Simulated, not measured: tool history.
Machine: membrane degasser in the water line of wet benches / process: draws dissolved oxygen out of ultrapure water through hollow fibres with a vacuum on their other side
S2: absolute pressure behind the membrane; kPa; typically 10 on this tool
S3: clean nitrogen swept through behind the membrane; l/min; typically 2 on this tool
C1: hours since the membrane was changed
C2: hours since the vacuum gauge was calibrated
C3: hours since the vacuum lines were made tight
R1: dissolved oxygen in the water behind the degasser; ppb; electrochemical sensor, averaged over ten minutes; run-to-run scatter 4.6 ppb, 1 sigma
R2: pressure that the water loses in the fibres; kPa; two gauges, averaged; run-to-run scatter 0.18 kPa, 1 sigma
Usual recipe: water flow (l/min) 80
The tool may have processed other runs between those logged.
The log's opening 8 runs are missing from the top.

{"run": 9, "hour": 261.4, "water flow (l/min)": 54, "S2": 10, "S3": 2, "C1": 1486, "C2": 4182, "C3": 4735, "R1": 419, "R2": 21.94}
{"run": 10, "hour": 293.9, "water flow (l/min)": 80, "S2": 10, "S3": 2, "C1": 1519, "C2": 4214, "C3": 4768, "R1": 608.3, "R2": 32.37}
{"run": 11, "hour": 312.7, "water flow (l/min)": 80, "S2": 10, "S3": 2, "C1": 1538, "C2": 4233, "C3": 4786, "R1": 613.8, "R2": 32.53}
{"run": 12, "hour": 354.7, "water flow (l/min)": 101, "S2": 10, "S3": 2, "C1": 1580, "C2": 4275, "C3": 4828, "R1": 752.1, "R2": 40.78}
{"run": 13, "hour": 393.7, "water flow (l/min)": 80, "S2": 6.9, "S3": 2, "C1": 1619, "C2": 4314, "C3": 4867, "R1": 390.3, "R2": 32.08}
{"run": 14, "hour": 420.6, "water flow (l/min)": 80, "S2": 6.9, "S3": 2, "C1": 1645, "C2": 4341, "C3": 4894, "R1": 385.1, "R2": 32.26}
{"run": 15, "hour": 443.2, "water flow (l/min)": 80, "S2": 6.9, "S3": 2, "C1": 1668, "C2": 4364, "C3": 4917, "R1": 389.6, "R2": 32.22}
{"run": 16, "hour": 464.9, "water flow (l/min)": 80, "S2": 13.1, "S3": 2, "C1": 1690, "C2": 4385, "C3": 4939, "R1": 834, "R2": 32.1}
{"run": 17, "hour": 505.2, "water flow (l/min)": 80, "S2": 10, "S3": 1.34, "C1": 1730, "C2": 4426, "C3": 4979, "R1": 784.8, "R2": 32.53}
{"run": 18, "hour": 540.9, "water flow (l/min)": 54, "S2": 6.7, "S3": 1.24, "C1": 1766, "C2": 4461, "C3": 5015, "R1": 341.3, "R2": 21.68}
{"run": 19, "hour": 573.2, "water flow (l/min)": 54, "S2": 6.7, "S3": 1.24, "C1": 1798, "C2": 4494, "C3": 5047, "R1": 332.2, "R2": 21.64}
{"run": 20, "hour": 615.9, "water flow (l/min)": 117, "S2": 8.7, "S3": 5.62, "C1": 1841, "C2": 4536, "C3": 5090, "R1": 435.2, "R2": 47.16}
{"run": 21, "hour": 642.5, "water flow (l/min)": 51, "S2": 7.2, "S3": 1.21, "C1": 1867, "C2": 4563, "C3": 5116, "R1": 363.8, "R2": 20.72}
{"run": 22, "hour": 671.7, "water flow (l/min)": 51, "S2": 7.2, "S3": 1.21, "C1": 1897, "C2": 4592, "C3": 5145, "R1": 363.6, "R2": 20.63}
{"run": 23, "hour": 713.5, "water flow (l/min)": 51, "S2": 7.2, "S3": 1.21, "C1": 1938, "C2": 4634, "C3": 5187, "R1": 364.5, "R2": 20.89}
{"run": 24, "hour": 738.9, "water flow (l/min)": 80, "S2": 6.4, "S3": 2.75, "C1": 1964, "C2": 4659, "C3": 5213, "R1": 291.1, "R2": 32.36}
{"run": 25, "hour": 761.4, "water flow (l/min)": 86, "S2": 8.8, "S3": 1.72, "C1": 1986, "C2": 4682, "C3": 5235, "R1": 613.8, "R2": 34.91}
{"run": 26, "hour": 783.9, "water flow (l/min)": 92, "S2": 10.9, "S3": 1.44, "C1": 2009, "C2": 4704, "C3": 5258, "R1": 916.4, "R2": 37.14}
{"run": 27, "hour": 826.1, "water flow (l/min)": 70, "S2": 17, "S3": 3.93, "C1": 2051, "C2": 4747, "C3": 5300, "R1": 599.5, "R2": 27.98}
{"run": 28, "hour": 871.1, "water flow (l/min)": 70, "S2": 17, "S3": 3.93, "C1": 2096, "C2": 4792, "C3": 5345, "R1": 601.6, "R2": 28.25}
{"run": 29, "hour": 908.5, "water flow (l/min)": 77, "S2": 10, "S3": 1.51, "C1": 2133, "C2": 4829, "C3": 5382, "R1": 717.5, "R2": 31.3}
{"run": 30, "hour": 951.4, "water flow (l/min)": 61, "S2": 13.2, "S3": 2, "C1": 2176, "C2": 4872, "C3": 5425, "R1": 662.3, "R2": 24.85}
{"run": 31, "hour": 985.1, "water flow (l/min)": 59, "S2": 10, "S3": 3.3, "C1": 2210, "C2": 4906, "C3": 5459, "R1": 325, "R2": 23.83}
{"run": 32, "hour": 1010.1, "water flow (l/min)": 59, "S2": 10, "S3": 3.26, "C1": 2235, "C2": 4931, "C3": 5484, "R1": 323.8, "R2": 23.69}

Forecast each of these 3 alternatives for the next run:
{"run": "A", "hour": 1055.7, "water flow (l/min)": 121, "S2": 10.4, "S3": 2, "C1": 2281, "C2": 4976, "C3": 5529, "R1": "?", "R2": "?"}
{"run": "B", "hour": 1055.7, "water flow (l/min)": 95, "S2": 10, "S3": 3.26, "C1": 2281, "C2": 4976, "C3": 5529, "R1": "?", "R2": "?"}
{"run": "C", "hour": 1055.7, "water flow (l/min)": 88, "S2": 21.3, "S3": 1.29, "C1": 2281, "C2": 4976, "C3": 5529, "R1": "?", "R2": "?"}

run=A R1=913.9 R2=48.97
run=B R1=531.7 R2=38.72
run=C R1=1865.4 R2=35.39
Without the tool's unlogged condition, the same runs would have read:
run=A R1=913.3 R2=48.94
run=B R1=531.2 R2=38.7
run=C R1=1865.1 R2=35.37
